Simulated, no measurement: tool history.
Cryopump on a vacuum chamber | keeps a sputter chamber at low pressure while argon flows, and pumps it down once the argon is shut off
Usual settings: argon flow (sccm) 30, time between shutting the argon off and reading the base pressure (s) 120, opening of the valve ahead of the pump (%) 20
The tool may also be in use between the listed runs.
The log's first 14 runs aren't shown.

run	day	argon flow (sccm)	time between shutting the argon off and reading the base pressure (s)	opening of the valve ahead of the pump (%)	hours of work since the pump was warmed up and emptied	hours of work since the cold head was overhauled	hours of work since the chamber's fittings were tightened	pressure while argon flows (Pa)	pressure after the wait (uPa)
15	53.15	30	123	20	452	2471	2471	0.1069	1.42
16	55.475	30	123	20	488	2507	2507	0.1066	1.46
17	59.308	30	123	20	548	2567	2567	0.1083	1.56
18	61.783	30	123	20	587	2606	2606	0.1075	1.52
19	65.067	19	120	20	638	2657	2657	0.0684	1.61
20	67.342	36	52	56	674	2693	2693	0.052	2.14
21	72.221	17	84	56	750	2769	2769	0.0248	1.87
22	76.642	31	24	17	819	2838	2838	0.1322	3.15
23	79.842	26	203	17	869	2888	2888	0.1113	1.71
24	85.054	26	203	17	951	2970	2970	0.1125	1.83
# day 87.521: pump warmed up, emptied and cooled again
25	90.138	12	203	37	41	3046	3046	0.0228	1.36
26	92.425	12	203	37	77	3082	3082	0.0229	1.44
27	95.421	54	100	42	124	3129	3129	0.0915	1.63
28	98.904	32	130	53	178	3183	3183	0.0435	1.58
29	103.346	15	120	42	248	3253	3253	0.0254	1.68
30	108.088	20	68	30	322	3327	3327	0.0479	2
31	110.371	20	68	30	357	3363	3363	0.0487	2.07
# day 114.396: leaking fittings of the chamber tightened, without venting
32	115.279	35	68	30	433	3438	14	0.0843	0.8
33	119.958	35	142	20	506	3511	87	0.1255	0.56

3 ways to go on from here, each from the tool as it stands after run 33. What would each give?
A	125.371	38	50	20	591	3596	172	?	?
B	125.371	30	41	54	591	3596	172	?	?
C	125.371	35	142	33	591	3596	172	?	?

run	pressure while argon flows (Pa)	pressure after the wait (uPa)
A	0.1369	1.09
B	0.043	1.25
C	0.0793	0.56
Without the tool's hidden state the same runs would have given:
run	pressure while argon flows (Pa)	pressure after the wait (uPa)
A	0.1287	0.94
B	0.0366	1.1
C	0.0718	0.4
